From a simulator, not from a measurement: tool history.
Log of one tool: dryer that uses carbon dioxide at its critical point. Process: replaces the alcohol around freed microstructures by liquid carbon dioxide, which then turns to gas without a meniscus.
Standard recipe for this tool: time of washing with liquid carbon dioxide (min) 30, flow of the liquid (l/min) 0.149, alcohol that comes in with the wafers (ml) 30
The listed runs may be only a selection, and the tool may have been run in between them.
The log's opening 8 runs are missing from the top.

run,hour,time of washing with liquid carbon dioxide (min),flow of the liquid (l/min),alcohol that comes in with the wafers (ml),alcohol left in the vessel before it's heated (ppm by volume)
9,87.6,20,0.149,25,357
10,102.1,30,0.149,30,46
# hour 111.1: inlet filter changed
11,118.4,30,0.149,30,33
12,131.6,30,0.149,30,38
13,143,30,0.149,30,38
14,151.9,30,0.149,30,34
15,161.2,41,0.149,30,13
16,170.9,41,0.149,30,22
17,184.9,30,0.149,30,41
18,193.7,30,0.149,28,32
19,209.9,30,0.149,102,90
20,221.8,30,0.149,30,44
21,233.7,30,0.149,30,37
22,247.7,30,0.149,30,46
23,256,22,0.149,30,196
24,263.5,22,0.149,30,193
25,276.4,22,0.149,30,197
26,285.4,22,0.223,90,59
27,302.4,22,0.223,90,57
28,315.1,38,0.223,25,24
29,324.6,19,0.099,25,1717
30,338,30,0.113,62,304

Estimate the outcome of run 31 from the log above:
31,355.9,30,0.113,62,?

{"run 31": {"alcohol left in the vessel before it's heated (ppm by volume)": 323}}
On a tool with no hidden condition, and with the same random variation, this run would have come out at alcohol left in the vessel before it's heated (ppm by volume) 252.
